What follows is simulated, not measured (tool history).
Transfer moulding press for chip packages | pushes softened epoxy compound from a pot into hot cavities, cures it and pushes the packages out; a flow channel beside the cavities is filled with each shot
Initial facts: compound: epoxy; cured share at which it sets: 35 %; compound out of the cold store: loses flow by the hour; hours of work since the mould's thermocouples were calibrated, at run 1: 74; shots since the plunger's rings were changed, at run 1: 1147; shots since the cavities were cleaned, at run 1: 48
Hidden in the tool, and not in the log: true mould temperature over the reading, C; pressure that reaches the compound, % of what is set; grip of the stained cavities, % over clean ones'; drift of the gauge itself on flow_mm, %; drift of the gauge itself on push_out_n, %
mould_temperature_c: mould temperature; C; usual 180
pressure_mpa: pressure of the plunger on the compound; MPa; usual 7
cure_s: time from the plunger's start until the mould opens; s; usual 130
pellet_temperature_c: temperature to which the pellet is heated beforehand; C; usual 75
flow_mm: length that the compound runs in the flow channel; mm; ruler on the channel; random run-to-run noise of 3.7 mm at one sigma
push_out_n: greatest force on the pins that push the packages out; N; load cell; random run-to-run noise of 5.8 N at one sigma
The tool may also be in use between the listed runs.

run	hour	mould_temperature_c	pressure_mpa	cure_s	pellet_temperature_c	hours of work since the mould's thermocouples were calibrated	shots since the plunger's rings were changed	shots since the cavities were cleaned	incoming compound's hours out of the cold store	flow_mm	push_out_n
1	0	180	7	130	75	74	1147	48	47.3	553	196
2	6.6	180	7	130	75	78	1200	101	24.8	615	203
3	14.7	180	7	130	75	83	1265	166	14.4	643	226
4	20.6	177	7	130	75	86	1312	213	30	608	238
5	31.8	177	7	130	75	93	1402	303	16.5	635	237
6	40.3	177	7	130	75	98	1470	371	46.1	564	233
7	49.6	180	7	130	75	103	1545	446	18.3	635	205
8	60.1	180	7	130	75	110	1629	530	10.5	650	219
9	66.9	180	7	130	75	114	1684	585	16.7	635	205
10	75.5	180	5.27	130	75	119	1753	654	45.1	490	204
# hour 83.1: cavities cleaned with cleaning compound and waxed
11	84.4	180	7	130	75	123	1812	10	29.2	597	221
12	95.9	180	7	130	75	130	1905	103	11.3	654	208
13	105.9	180	7	130	75	136	1984	182	19.8	621	197
14	117	180	7	130	75	142	2074	272	25.3	617	210
15	127.3	180	7	130	75	148	2157	355	42	573	201
16	135.2	180	6.73	130	75	153	2220	418	23.1	602	211
17	144.2	180	5.75	144	78	158	2292	490	20.4	563	181
18	153.8	173	7	159	75	164	2370	568	31.6	609	220
19	160.2	173	7	159	75	168	2420	618	40.1	588	208
20	167.1	173	7	159	75	172	2476	674	35.2	606	221
# hour 172.6: cavities cleaned with cleaning compound and waxed
21	177.5	180	6.41	133	75	177	2547	39	23.1	593	201
22	185.4	180	6.41	133	75	182	2611	103	47.6	535	197
23	190.7	180	6.41	133	75	185	2653	145	22.1	592	201
24	203.1	182	8.43	127	75	192	2753	245	24.3	663	192
25	208.9	178	7.96	130	75	195	2799	291	39.8	615	223
26	215.7	178	7.96	130	75	199	2854	346	44.6	603	227
27	227.4	178	7.96	130	75	206	2948	440	18.5	677	230
28	233.4	178	7.96	130	75	210	2996	488	42.9	606	213
29	240.9	180	7	137	75	214	3056	548	31.3	596	186

Hidden condition of the tool, last listed run before each entry between runs versus first listed run after:
Run 10 -> run 11: cavities cleaned with cleaning compound and waxed (hour 83.1)
  grip of the stained cavities, % over clean ones': 1.9 -> 0.1
Run 20 -> run 21: cavities cleaned with cleaning compound and waxed (hour 172.6)
  pressure that reaches the compound, % of what is set: 99.83 -> 99.82; grip of the stained cavities, % over clean ones': 1.9 -> 0.3
